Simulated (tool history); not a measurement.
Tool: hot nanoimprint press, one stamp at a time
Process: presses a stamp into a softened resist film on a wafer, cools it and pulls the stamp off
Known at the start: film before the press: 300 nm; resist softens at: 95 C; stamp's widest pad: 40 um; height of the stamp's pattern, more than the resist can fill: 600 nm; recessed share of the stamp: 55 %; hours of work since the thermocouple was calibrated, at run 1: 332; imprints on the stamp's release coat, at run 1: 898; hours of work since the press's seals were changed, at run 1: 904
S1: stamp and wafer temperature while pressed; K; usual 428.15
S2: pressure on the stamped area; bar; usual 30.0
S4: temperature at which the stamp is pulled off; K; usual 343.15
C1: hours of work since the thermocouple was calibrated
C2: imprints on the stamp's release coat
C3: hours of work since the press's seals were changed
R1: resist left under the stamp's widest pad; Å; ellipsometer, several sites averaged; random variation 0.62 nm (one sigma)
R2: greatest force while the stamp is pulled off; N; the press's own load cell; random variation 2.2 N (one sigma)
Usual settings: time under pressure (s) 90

Run 1, day 0.000: usual settings; C1 332; C2 898; C3 904. Result: R1 1365 Å, R2 125 N.
Run 2, day 1.596: usual settings but S1 420.15 K; C1 353; C2 960; C3 925. Result: R1 1952 Å, R2 129 N.
Run 3, day 3.883: usual settings but S1 420.15 K; C1 382; C2 1049; C3 954. Result: R1 1939 Å, R2 124 N.
Run 4, day 6.738: usual settings but S1 420.15 K; C1 418; C2 1159; C3 990. Result: R1 1925 Å, R2 132 N.
At day 8.012: plate thermocouple calibrated.
Run 5, day 8.546: usual settings; C1 7; C2 1224; C3 1011. Result: R1 1338 Å, R2 136 N.
Run 6, day 11.358: usual settings but time under pressure (s) 108; C1 43; C2 1333; C3 1047. Result: R1 1235 Å, R2 132 N.
At day 11.971: stamp cleaned and given a new release coat.
Run 7, day 13.579: usual settings; C1 68; C2 63; C3 1072. Result: R1 1330 Å, R2 104 N.
Run 8, day 16.308: usual settings; C1 102; C2 168; C3 1107. Result: R1 1322 Å, R2 102 N.
Run 9, day 17.846: usual settings but S2 42.6 bar; C1 122; C2 228; C3 1127. Result: R1 1151 Å, R2 105 N.
At day 19.396: plate thermocouple calibrated, once more.
Run 10, day 19.838: usual settings but S2 25.3 bar, time under pressure (s) 66, S4 340.15 K; C1 6; C2 300; C3 1150. Result: R1 1646 Å, R2 112 N.
Run 11, day 21.283: usual settings but S2 25.3 bar, time under pressure (s) 66, S4 340.15 K; C1 24; C2 356; C3 1169. Result: R1 1635 Å, R2 114 N.
Run 12, day 22.862: usual settings but S2 34.8 bar, time under pressure (s) 100, S4 340.15 K; C1 44; C2 417; C3 1189. Result: R1 1242 Å, R2 112 N.
Run 13, day 25.929: usual settings but S1 438.15 K, S2 26.2 bar, time under pressure (s) 45, S4 331.15 K; C1 83; C2 536; C3 1228. Result: R1 1202 Å, R2 133 N.
At day 27.496: press's hydraulic seals changed and the load cell set to zero.
Run 14, day 27.808: usual settings but S2 18.7 bar, S4 336.15 K; C1 103; C2 596; C3 4. Result: R1 1614 Å, R2 125 N.
Run 15, day 30.004: usual settings but S2 45.3 bar; C1 131; C2 681; C3 32. Result: R1 1106 Å, R2 120 N.
Run 16, day 32.250: usual settings but S1 419.15 K, S2 30.1 bar, time under pressure (s) 120, S4 347.15 K; C1 159; C2 768; C3 60. Result: R1 1814 Å, R2 113 N.

Forecast each of these 4 alternatives for the next run:
Run A, day 33.629: usual settings but S2 40.2 bar, S4 350.15 K; C1 177; C2 821; C3 78. Result: R1 ?, R2 ?.
Run B, day 33.629: usual settings but S1 437.15 K, S4 338.15 K; C1 177; C2 821; C3 78. Result: R1 ?, R2 ?.
Run C, day 33.629: usual settings but S1 436.15 K, S4 333.15 K; C1 177; C2 821; C3 78. Result: R1 ?, R2 ?.
Run D, day 33.629: usual settings but S1 426.15 K, S2 45.4 bar, time under pressure (s) 120, S4 351.15 K; C1 177; C2 821; C3 78. Result: R1 ?, R2 ?.

run    R1   R2
  A  1150  113
  B   846  130
  C   883  139
  D  1091  107
Without the tool's hidden state the same runs would have given:
run    R1   R2
  A  1178   93
  B   866  106
  C   905  113
  D  1119   88
